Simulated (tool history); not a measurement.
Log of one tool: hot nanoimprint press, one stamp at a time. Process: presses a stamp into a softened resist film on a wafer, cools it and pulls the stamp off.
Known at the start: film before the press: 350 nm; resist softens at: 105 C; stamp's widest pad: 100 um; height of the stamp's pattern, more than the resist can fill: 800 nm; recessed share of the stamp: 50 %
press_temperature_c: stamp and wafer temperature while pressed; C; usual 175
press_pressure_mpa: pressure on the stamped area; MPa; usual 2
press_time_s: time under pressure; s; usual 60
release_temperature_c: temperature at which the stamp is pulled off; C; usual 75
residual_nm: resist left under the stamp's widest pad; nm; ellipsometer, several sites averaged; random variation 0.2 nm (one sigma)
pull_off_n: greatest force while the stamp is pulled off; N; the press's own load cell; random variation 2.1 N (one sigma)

run	hour	press_temperature_c	press_pressure_mpa	press_time_s	release_temperature_c	residual_nm	pull_off_n
1	0	175	2	60	75	152.7	165
2	18.1	175	1.32	60	75	188.6	170
3	55.7	171	2	60	75	170.4	172
4	83.8	171	2	60	75	170.9	175
5	114.9	175	2	60	73	152.9	182
6	137.1	175	2	60	73	153.4	191
7	170.9	175	2	60	73	153.6	194
8	198.2	175	2	60	73	153.8	193
9	226.2	175	2	60	75	153.9	187
10	251.6	175	2	60	75	154.3	191
11	289	177	2	60	75	146.3	195
12	312.9	175	2	60	62	154.1	264
13	347.5	175	2	60	62	154.2	261
14	365.2	175	2	60	62	154.3	260
# hour 404.1: stamp cleaned and given a new release coat
15	407.1	175	2	60	75	154.3	161
16	439.5	172	1.38	33	77	236.4	159
# hour 445.9: plate thermocouple calibrated
17	462.5	179	1.21	33	77	215.3	157
18	482.4	186	2.62	64	73	97.7	180
19	518.2	186	2.62	64	73	98.2	178
20	544.4	163	2.54	31	78	229.9	159
21	574.4	168	2.86	96	65	131.1	223
22	596.8	168	1.74	96	65	170.5	223
23	615.7	168	1.74	96	65	170.9	226
24	648.7	175	2	95	65	131.2	233
25	686.4	165	2.92	60	75	168.1	191
26	708.4	186	1.51	44	69	153.5	221
27	729.1	184	2	60	71	123.5	215
28	757.9	184	2	60	71	123.5	214
29	795.4	184	2	60	71	123.8	220
30	815.1	164	2.81	54	62	183.6	263

4 ways to go on from here, each from the tool as it stands after run 30. What would each give?
# hour 849: stamp cleaned and given a new release coat
A	849	175	3.13	60	75	?	?
# hour 849: stamp cleaned and given a new release coat
B	849	164	1.85	49	67	?	?
# hour 849: stamp cleaned and given a new release coat
C	849	175	2	60	66	?	?
# hour 849: stamp cleaned and given a new release coat
D	849	175	1.75	60	75	?	?

run	residual_nm	pull_off_n
A	121.8	163
B	227.1	190
C	155.3	201
D	166.1	163
Without the tool's hidden state the same runs would have given:
run	residual_nm	pull_off_n
A	119.4	161
B	224.3	189
C	153	200
D	163.8	162
